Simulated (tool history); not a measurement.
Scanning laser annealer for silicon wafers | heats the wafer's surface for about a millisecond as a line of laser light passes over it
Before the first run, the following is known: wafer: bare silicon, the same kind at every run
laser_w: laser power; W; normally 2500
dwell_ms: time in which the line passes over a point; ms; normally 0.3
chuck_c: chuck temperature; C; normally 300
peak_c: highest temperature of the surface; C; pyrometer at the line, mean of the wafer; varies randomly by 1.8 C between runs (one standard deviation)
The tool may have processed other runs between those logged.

Run 1, day 0: usual settings. Result: peak_c 1026 C.
Run 2, day 0.379: usual settings. Result: peak_c 1022 C.
Run 3, day 0.646: usual settings but chuck_c 327 C. Result: peak_c 1046 C.
Run 4, day 0.946: usual settings but chuck_c 327 C. Result: peak_c 1050 C.
Run 5, day 1.325: usual settings. Result: peak_c 1024 C.
Run 6, day 1.767: usual settings. Result: peak_c 1024 C.
Run 7, day 2.112: usual settings but chuck_c 339 C. Result: peak_c 1063 C.
Run 8, day 2.438: usual settings but dwell_ms 0.325 ms, chuck_c 339 C. Result: peak_c 1085 C.
Run 9, day 2.921: usual settings but dwell_ms 0.325 ms, chuck_c 339 C. Result: peak_c 1085 C.
Run 10, day 3.304: usual settings but dwell_ms 0.325 ms, chuck_c 339 C. Result: peak_c 1085 C.
Run 11, day 3.767: usual settings but dwell_ms 0.259 ms, chuck_c 339 C. Result: peak_c 1015 C.
Run 12, day 4.042: usual settings but dwell_ms 0.259 ms, chuck_c 339 C. Result: peak_c 1016 C.
Run 13, day 4.442: usual settings. Result: peak_c 1025 C.
Run 14, day 4.696: usual settings. Result: peak_c 1021 C.
Run 15, day 5.125: usual settings. Result: peak_c 1023 C.
Run 16, day 5.429: usual settings. Result: peak_c 1021 C.
Run 17, day 5.662: usual settings. Result: peak_c 1023 C.
Run 18, day 5.892: usual settings. Result: peak_c 1021 C.
Run 19, day 6.275: usual settings. Result: peak_c 1019 C.
Run 20, day 6.704: usual settings. Result: peak_c 1021 C.
Run 21, day 7.108: usual settings but laser_w 2490 W, dwell_ms 0.254 ms. Result: peak_c 967 C.
Run 22, day 7.529: usual settings but laser_w 2737 W, dwell_ms 0.267 ms, chuck_c 327 C. Result: peak_c 1083 C.
Run 23, day 7.808: usual settings but laser_w 2737 W, dwell_ms 0.267 ms, chuck_c 273 C. Result: peak_c 1030 C.
Run 24, day 8.283: usual settings but laser_w 2737 W, dwell_ms 0.31 ms, chuck_c 291 C. Result: peak_c 1097 C.
Run 25, day 8.617: usual settings but laser_w 2737 W, dwell_ms 0.31 ms, chuck_c 291 C. Result: peak_c 1100 C.
Run 26, day 9.108: usual settings but laser_w 2737 W, dwell_ms 0.31 ms, chuck_c 291 C. Result: peak_c 1099 C.
Run 27, day 9.383: usual settings but laser_w 2306 W, chuck_c 282 C. Result: peak_c 944 C.
Run 28, day 9.683: usual settings but chuck_c 335 C. Result: peak_c 1058 C.
Run 29, day 9.904: usual settings but chuck_c 310 C. Result: peak_c 1032 C.
Run 30, day 10.146: usual settings but laser_w 2741 W, dwell_ms 0.22 ms, chuck_c 301 C. Result: peak_c 997 C.
Run 31, day 10.554: usual settings but laser_w 2564 W, dwell_ms 0.298 ms, chuck_c 297 C. Result: peak_c 1039 C.
Run 32, day 10.775: usual settings but laser_w 2174 W, dwell_ms 0.242 ms, chuck_c 269 C. Result: peak_c 833 C.
Run 33, day 11.046: usual settings but laser_w 2174 W, dwell_ms 0.242 ms, chuck_c 269 C. Result: peak_c 834 C.
Run 34, day 11.354: usual settings but dwell_ms 0.289 ms. Result: peak_c 1008 C.
Run 35, day 11.683: usual settings but chuck_c 272 C. Result: peak_c 992 C.
Run 36, day 12.183: usual settings but laser_w 2502 W, dwell_ms 0.274 ms, chuck_c 334 C. Result: peak_c 1029 C.
Run 37, day 12.571: usual settings but laser_w 2502 W, dwell_ms 0.274 ms, chuck_c 334 C. Result: peak_c 1030 C.
Run 38, day 12.904: usual settings but chuck_c 297 C. Result: peak_c 1019 C.
Run 39, day 13.408: usual settings but chuck_c 314 C. Result: peak_c 1037 C.
Run 40, day 13.804: usual settings but dwell_ms 0.222 ms, chuck_c 302 C. Result: peak_c 932 C.

The log once held 1 entry between its listed runs, left out of this copy. Where does each go, and what is different about the tool's unlogged condition between the listed run before it and the listed run after it?
After run 9, before run 10: window over the wafer cleaned (day 3.158)
  light that passes the window, % of a clean one's: 99.91 -> 100
